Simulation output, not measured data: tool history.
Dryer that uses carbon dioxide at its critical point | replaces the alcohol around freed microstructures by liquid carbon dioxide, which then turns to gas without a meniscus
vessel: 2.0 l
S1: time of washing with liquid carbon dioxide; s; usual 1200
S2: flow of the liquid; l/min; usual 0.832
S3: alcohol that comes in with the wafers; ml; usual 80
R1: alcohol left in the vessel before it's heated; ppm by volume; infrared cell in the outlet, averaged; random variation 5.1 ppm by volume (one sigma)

Run 1, hour 0.0: usual settings. Result: R1 264 ppm by volume.
At hour 33.9: inlet filter changed.
Run 2, hour 39.4: usual settings. Result: R1 212 ppm by volume.
Run 3, hour 84.6: usual settings. Result: R1 215 ppm by volume.
Run 4, hour 141.1: usual settings. Result: R1 235 ppm by volume.
Run 5, hour 198.8: usual settings. Result: R1 256 ppm by volume.
Run 6, hour 236.6: usual settings but S1 1440 s, S2 0.886 l/min, S3 24 ml. Result: R1 180 ppm by volume.
Run 7, hour 293.7: usual settings but S1 960 s, S2 1.208 l/min, S3 50 ml. Result: R1 197 ppm by volume.
At hour 299.1: inlet filter changed.
Run 8, hour 339.8: usual settings but S1 960 s, S2 1.208 l/min, S3 50 ml. Result: R1 206 ppm by volume.
At hour 354.3: purifier's bed changed.
Run 9, hour 409.5: usual settings but S1 960 s, S2 1.208 l/min, S3 50 ml. Result: R1 26 ppm by volume.
Run 10, hour 468.5: usual settings but S1 960 s, S2 0.978 l/min, S3 50 ml. Result: R1 83 ppm by volume.

4 ways to go on from here, each from the tool as it stands after run 10. What would each give?
Run A, hour 517.2: usual settings but S1 780 s, S2 1.034 l/min, S3 51 ml. Result: R1 ?.
Run B, hour 517.2: usual settings but S2 0.632 l/min. Result: R1 ?.
Run C, hour 517.2: usual settings but S1 960 s, S2 0.511 l/min, S3 48 ml. Result: R1 ?.
Run D, hour 517.2: usual settings but S1 1080 s, S2 0.767 l/min, S3 74 ml. Result: R1 ?.

run    R1
  A   209
  B   433
  C  1298
  D   271
Without the tool's hidden state the same runs would have given:
run   R1
  A  111
  B  247
  C  918
  D  147
